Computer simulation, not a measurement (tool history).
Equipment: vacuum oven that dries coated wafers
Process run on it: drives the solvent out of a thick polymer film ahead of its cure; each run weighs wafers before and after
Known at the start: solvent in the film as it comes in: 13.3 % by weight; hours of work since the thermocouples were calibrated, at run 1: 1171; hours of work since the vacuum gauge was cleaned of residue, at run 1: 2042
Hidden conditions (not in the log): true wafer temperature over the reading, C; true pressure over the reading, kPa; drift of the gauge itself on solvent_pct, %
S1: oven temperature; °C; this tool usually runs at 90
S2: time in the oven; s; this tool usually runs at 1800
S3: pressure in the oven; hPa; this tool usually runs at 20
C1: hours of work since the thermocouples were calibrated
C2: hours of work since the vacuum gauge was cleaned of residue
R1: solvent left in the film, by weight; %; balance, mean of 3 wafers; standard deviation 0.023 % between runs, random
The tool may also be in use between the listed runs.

run 1 hour=0 | S1=90 S2=1800 S3=20 | C1=1171 C2=2042 | R1=2.46
run 2 hour=50.3 | S1=90 S2=1800 S3=20 | C1=1197 C2=2069 | R1=2.44
run 3 hour=95.9 | S1=90 S2=1800 S3=20 | C1=1222 C2=2093 | R1=2.43
run 4 hour=190.6 | S1=90 S2=1800 S3=20 | C1=1272 C2=2143 | R1=2.46
run 5 hour=273.9 | S1=90 S2=1800 S3=20 | C1=1316 C2=2188 | R1=2.44
run 6 hour=347.7 | S1=84 S2=1800 S3=20 | C1=1355 C2=2227 | R1=4.04
run 7 hour=417.9 | S1=93 S2=1800 S3=20 | C1=1392 C2=2264 | R1=1.77
run 8 hour=495 | S1=93 S2=1800 S3=20 | C1=1433 C2=2305 | R1=1.78
run 9 hour=539.8 | S1=90 S2=1800 S3=20 | C1=1457 C2=2329 | R1=2.42
run 10 hour=601.4 | S1=90 S2=1800 S3=20 | C1=1490 C2=2361 | R1=2.42
run 11 hour=682.5 | S1=90 S2=2220 S3=14.9 | C1=1533 C2=2404 | R1=1.68
run 12 hour=743.1 | S1=90 S2=2220 S3=14.9 | C1=1565 C2=2437 | R1=1.67
run 13 hour=822.6 | S1=90 S2=2220 S3=14.9 | C1=1607 C2=2479 | R1=1.69
run 14 hour=895 | S1=90 S2=1680 S3=17.6 | C1=1646 C2=2517 | R1=2.51
run 15 hour=966.9 | S1=92 S2=2280 S3=26.3 | C1=1684 C2=2555 | R1=1.66

For run 16, what comes out?
run 16 hour=1040.3 | S1=91 S2=1800 S3=78.6 | C1=1723 C2=2594 | R1=?

Run 16 produced R1 4.03 %.
With the hidden condition absent and the run-to-run variation left alone, this run would have shown R1 4.24 %.
